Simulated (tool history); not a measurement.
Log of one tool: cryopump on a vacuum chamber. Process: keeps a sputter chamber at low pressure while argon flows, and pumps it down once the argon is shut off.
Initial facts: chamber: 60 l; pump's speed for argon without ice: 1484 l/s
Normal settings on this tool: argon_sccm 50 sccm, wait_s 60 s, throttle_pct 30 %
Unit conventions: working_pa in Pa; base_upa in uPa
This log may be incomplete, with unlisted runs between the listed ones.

{"run": 1, "hour": 0.0, "argon_sccm": 50, "wait_s": 60, "throttle_pct": 30, "working_pa": 0.2193, "base_upa": 4.03}
{"hour": 12.6, "done": "pump warmed up, emptied and cooled again"}
{"run": 2, "hour": 67.1, "argon_sccm": 50, "wait_s": 60, "throttle_pct": 30, "working_pa": 0.1901, "base_upa": 3.04}
{"run": 3, "hour": 122.5, "argon_sccm": 29, "wait_s": 60, "throttle_pct": 30, "working_pa": 0.1115, "base_upa": 3.11}
{"run": 4, "hour": 214.9, "argon_sccm": 29, "wait_s": 60, "throttle_pct": 30, "working_pa": 0.1113, "base_upa": 3.15}
{"run": 5, "hour": 281.9, "argon_sccm": 29, "wait_s": 60, "throttle_pct": 30, "working_pa": 0.1122, "base_upa": 3.28}
{"run": 6, "hour": 333.8, "argon_sccm": 50, "wait_s": 60, "throttle_pct": 24, "working_pa": 0.2428, "base_upa": 3.26}
{"run": 7, "hour": 402.8, "argon_sccm": 50, "wait_s": 60, "throttle_pct": 24, "working_pa": 0.244, "base_upa": 3.34}
{"run": 8, "hour": 451.9, "argon_sccm": 50, "wait_s": 60, "throttle_pct": 24, "working_pa": 0.2419, "base_upa": 3.36}
{"run": 9, "hour": 566.3, "argon_sccm": 53, "wait_s": 60, "throttle_pct": 24, "working_pa": 0.2612, "base_upa": 3.41}
{"run": 10, "hour": 656.7, "argon_sccm": 50, "wait_s": 60, "throttle_pct": 30, "working_pa": 0.2003, "base_upa": 3.5}
{"run": 11, "hour": 762.0, "argon_sccm": 88, "wait_s": 221, "throttle_pct": 35, "working_pa": 0.3071, "base_upa": 2.99}
{"run": 12, "hour": 860.0, "argon_sccm": 32, "wait_s": 27, "throttle_pct": 35, "working_pa": 0.1117, "base_upa": 4.93}
{"run": 13, "hour": 951.9, "argon_sccm": 100, "wait_s": 60, "throttle_pct": 22, "working_pa": 0.5461, "base_upa": 4.05}
{"hour": 992.0, "done": "leaking fittings of the chamber tightened, without venting"}
{"run": 14, "hour": 1066.3, "argon_sccm": 61, "wait_s": 60, "throttle_pct": 29, "working_pa": 0.2598, "base_upa": 1.32}
{"run": 15, "hour": 1175.7, "argon_sccm": 61, "wait_s": 32, "throttle_pct": 49, "working_pa": 0.1644, "base_upa": 2.18}
{"run": 16, "hour": 1260.0, "argon_sccm": 61, "wait_s": 32, "throttle_pct": 49, "working_pa": 0.1653, "base_upa": 2.27}
{"run": 17, "hour": 1309.6, "argon_sccm": 64, "wait_s": 25, "throttle_pct": 31, "working_pa": 0.2604, "base_upa": 2.78}
{"run": 18, "hour": 1380.4, "argon_sccm": 50, "wait_s": 25, "throttle_pct": 20, "working_pa": 0.3085, "base_upa": 2.79}
{"run": 19, "hour": 1430.3, "argon_sccm": 21, "wait_s": 53, "throttle_pct": 21, "working_pa": 0.1242, "base_upa": 1.64}

Each row is a separate what-if for the run after 19, all from the same tool condition, not one after another. Results?
{"run": "A", "hour": 1525.2, "argon_sccm": 28, "wait_s": 24, "throttle_pct": 53, "working_pa": "?", "base_upa": "?"}
{"run": "B", "hour": 1525.2, "argon_sccm": 48, "wait_s": 60, "throttle_pct": 30, "working_pa": "?", "base_upa": "?"}
{"run": "C", "hour": 1525.2, "argon_sccm": 59, "wait_s": 76, "throttle_pct": 15, "working_pa": "?", "base_upa": "?"}
{"run": "D", "hour": 1525.2, "argon_sccm": 21, "wait_s": 227, "throttle_pct": 35, "working_pa": "?", "base_upa": "?"}
{"run": "E", "hour": 1525.2, "argon_sccm": 26, "wait_s": 160, "throttle_pct": 26, "working_pa": "?", "base_upa": "?"}

run=A working_pa=0.0753 base_upa=3.13
run=B working_pa=0.2072 base_upa=1.57
run=C working_pa=0.4754 base_upa=1.33
run=D working_pa=0.0789 base_upa=0.83
run=E working_pa=0.1274 base_upa=0.99
Without the tool's hidden state the same runs would have given:
run=A working_pa=0.0608 base_upa=2.76
run=B working_pa=0.1826 base_upa=1.20
run=C working_pa=0.4453 base_upa=0.97
run=D working_pa=0.0681 base_upa=0.47
run=E working_pa=0.1140 base_upa=0.62

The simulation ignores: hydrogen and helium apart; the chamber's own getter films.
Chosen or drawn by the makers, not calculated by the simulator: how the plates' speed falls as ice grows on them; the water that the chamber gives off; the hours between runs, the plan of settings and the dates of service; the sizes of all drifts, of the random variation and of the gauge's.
